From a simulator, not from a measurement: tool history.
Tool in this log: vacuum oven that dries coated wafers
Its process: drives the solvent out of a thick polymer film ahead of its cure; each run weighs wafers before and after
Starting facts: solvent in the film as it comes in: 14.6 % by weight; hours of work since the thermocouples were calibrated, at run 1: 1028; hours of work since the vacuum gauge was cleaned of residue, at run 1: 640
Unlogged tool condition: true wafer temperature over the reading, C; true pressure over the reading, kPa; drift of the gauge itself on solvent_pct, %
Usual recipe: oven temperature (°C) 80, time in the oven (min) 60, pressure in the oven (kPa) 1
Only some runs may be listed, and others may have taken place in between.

run	day	oven temperature (°C)	time in the oven (min)	pressure in the oven (kPa)	hours of work since the thermocouples were calibrated	hours of work since the vacuum gauge was cleaned of residue	solvent left in the film (%)
1	0	80	60	1	1028	640	2.51
2	1.6	80	60	1	1045	657	2.44
3	3.871	80	60	1	1068	680	2.56
4	5.75	80	60	1	1087	699	2.49
5	7.95	67	60	1	1110	721	6.52
6	9.188	67	60	1	1122	734	6.49
7	10.792	67	60	1	1139	751	6.64
8	13.158	67	60	1	1163	775	6.59
9	14.438	80	67	1	1176	788	2.3
10	17.188	80	60	1	1204	816	2.59
11	19.167	80	60	1	1225	836	2.66
12	20.558	80	101	1.5	1239	851	1.53
# day 20.888: oven's thermocouples calibrated
13	22.2	80	39	1.5	13	866	5.03
14	23.388	80	60	3.98	26	879	4.73
15	25.25	72	84	0.73	45	898	3.91
16	27.979	72	84	0.73	73	926	3.95
17	29.35	72	84	0.73	87	940	3.92
18	30.529	89	60	0.93	99	952	1.16
# day 31.071: oven's thermocouples calibrated, once more
19	32.554	91	39	0.61	15	972	1
20	34.217	91	39	0.61	32	989	1.11
21	35.925	91	39	0.61	50	1006	1.16

Each run again, without the hidden state but with its own random variation kept:
run	solvent left in the film (%)
1	1.92
2	1.85
3	1.95
4	1.87
5	5.67
6	5.63
7	5.75
8	5.68
9	1.66
10	1.88
11	1.93
12	1.05
13	3.76
14	3.49
15	2.58
16	2.6
17	2.56
18	0.62
19	0.82
20	0.94
21	0.97
